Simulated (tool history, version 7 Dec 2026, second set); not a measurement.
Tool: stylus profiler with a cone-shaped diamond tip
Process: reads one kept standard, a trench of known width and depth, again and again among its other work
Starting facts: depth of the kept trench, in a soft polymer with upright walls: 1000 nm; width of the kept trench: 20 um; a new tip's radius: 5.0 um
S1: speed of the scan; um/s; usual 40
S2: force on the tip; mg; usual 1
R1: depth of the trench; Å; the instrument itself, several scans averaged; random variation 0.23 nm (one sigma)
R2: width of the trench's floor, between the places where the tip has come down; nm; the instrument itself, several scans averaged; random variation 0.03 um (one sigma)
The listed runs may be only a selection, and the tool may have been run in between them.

Run 1, hour 0: usual settings. Result: R1 10086.4 Å, R2 13780 nm.
Run 2, hour 58.2: usual settings. Result: R1 10083.6 Å, R2 13780 nm.
Run 3, hour 106.5: usual settings. Result: R1 10084.4 Å, R2 13760 nm.
Run 4, hour 171.2: usual settings. Result: R1 10086.2 Å, R2 13740 nm.
Run 5, hour 248.3: usual settings but S1 19 um/s. Result: R1 10088.1 Å, R2 13800 nm.
Run 6, hour 327.1: usual settings but S1 74 um/s. Result: R1 10085.8 Å, R2 13510 nm.
Run 7, hour 404.5: usual settings but S1 50 um/s, S2 1.71 mg. Result: R1 10123.3 Å, R2 13750 nm.
Run 8, hour 476.6: usual settings but S1 20 um/s, S2 1.52 mg. Result: R1 10118.5 Å, R2 13930 nm.
Run 9, hour 557.1: usual settings but S1 20 um/s, S2 1.38 mg. Result: R1 10109.7 Å, R2 13940 nm.
Run 10, hour 619.9: usual settings but S1 20 um/s, S2 1.38 mg. Result: R1 10104.8 Å, R2 13880 nm.
Run 11, hour 692.5: usual settings but S2 1.34 mg. Result: R1 10107.1 Å, R2 13770 nm.

The next listed run, before its measurement:
Run 12, hour 770.9: usual settings but S1 24 um/s, S2 1.92 mg. Result: R1 ?, R2 ?.

Run 12 produced R1 10130.2 Å, R2 13880 nm.
The same run, on a tool lacking any hidden state, would have yielded R1 10130.4 Å, R2 13880 nm.

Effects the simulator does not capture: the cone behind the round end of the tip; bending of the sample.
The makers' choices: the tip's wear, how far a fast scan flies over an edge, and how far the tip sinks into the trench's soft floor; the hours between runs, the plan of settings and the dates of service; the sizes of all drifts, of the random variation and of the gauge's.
